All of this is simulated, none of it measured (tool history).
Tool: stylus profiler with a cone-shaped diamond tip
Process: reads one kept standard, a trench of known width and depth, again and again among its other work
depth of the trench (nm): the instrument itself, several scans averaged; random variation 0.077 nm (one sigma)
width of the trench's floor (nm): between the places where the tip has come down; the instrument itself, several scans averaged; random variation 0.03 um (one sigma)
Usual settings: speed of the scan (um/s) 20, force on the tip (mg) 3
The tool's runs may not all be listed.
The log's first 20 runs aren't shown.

| run | day | speed of the scan (um/s) | force on the tip (mg) | depth of the trench (nm) | width of the trench's floor (nm) |
|---|---|---|---|---|---|
| 21 | 49.008 | 20 | 3 | 202.65 | 17950 |
| 22 | 52.45 | 20 | 5.17 | 203.98 | 18000 |
| 23 | 55.042 | 20 | 5.17 | 203.78 | 17890 |
| 24 | 57.783 | 9 | 7.84 | 204.98 | 18050 |
| 25 | 60.671 | 7 | 4.97 | 203.82 | 18030 |
| 26 | 64.104 | 34 | 1.43 | 201.8 | 17820 |
| 27 | 65.6 | 5 | 2.13 | 202.11 | 17960 |
| 28 | 68.15 | 18 | 2.64 | 202.65 | 17950 |
| 29 | 69.971 | 25 | 1.57 | 201.72 | 17940 |
| 30 | 73.425 | 25 | 1.57 | 201.72 | 17910 |
|  | 75.879 | height scale calibrated on a step standard |
| 31 | 76.412 | 25 | 1.57 | 201.77 | 17900 |
| 32 | 78.633 | 75 | 3.3 | 202.95 | 17700 |
| 33 | 80.683 | 24 | 1.93 | 202.12 | 17890 |
| 34 | 83.812 | 60 | 1.67 | 201.74 | 17720 |
| 35 | 86.333 | 23 | 3 | 202.64 | 17930 |
| 36 | 88.504 | 47 | 3.8 | 203.1 | 17790 |
| 37 | 91.804 | 12 | 1.8 | 201.95 | 18020 |
| 38 | 94.671 | 12 | 1.8 | 201.94 | 17980 |
| 39 | 97.733 | 5 | 1.06 | 201.25 | 17990 |
| 40 | 100.992 | 6 | 2.11 | 202.2 | 17980 |
| 41 | 102.912 | 9 | 1.17 | 201.53 | 17960 |
| 42 | 104.525 | 9 | 4.24 | 203.38 | 17970 |
| 43 | 106.954 | 9 | 1.77 | 202.08 | 17940 |
| 44 | 109.567 | 9 | 1.77 | 201.91 | 18050 |
| 45 | 111.371 | 33 | 5.47 | 203.96 | 17960 |

Forecast each of these 5 alternatives for the next run:
| A | 114.825 | 58 | 2.47 | ? | ? |
| B | 114.825 | 20 | 7.73 | ? | ? |
| C | 114.825 | 11 | 5.47 | ? | ? |
| D | 114.825 | 32 | 7.07 | ? | ? |
| E | 114.825 | 30 | 3.75 | ? | ? |

| run | depth of the trench (nm) | width of the trench's floor (nm) |
|---|---|---|
| A | 202.28 | 17800 |
| B | 205.14 | 18010 |
| C | 204.03 | 17990 |
| D | 204.81 | 17890 |
| E | 203.28 | 17920 |
Without the tool's hidden state the same runs would have given:
| run | depth of the trench (nm) | width of the trench's floor (nm) |
|---|---|---|
| A | 202.28 | 17820 |
| B | 205.15 | 18030 |
| C | 204.03 | 18010 |
| D | 204.81 | 17920 |
| E | 203.28 | 17950 |
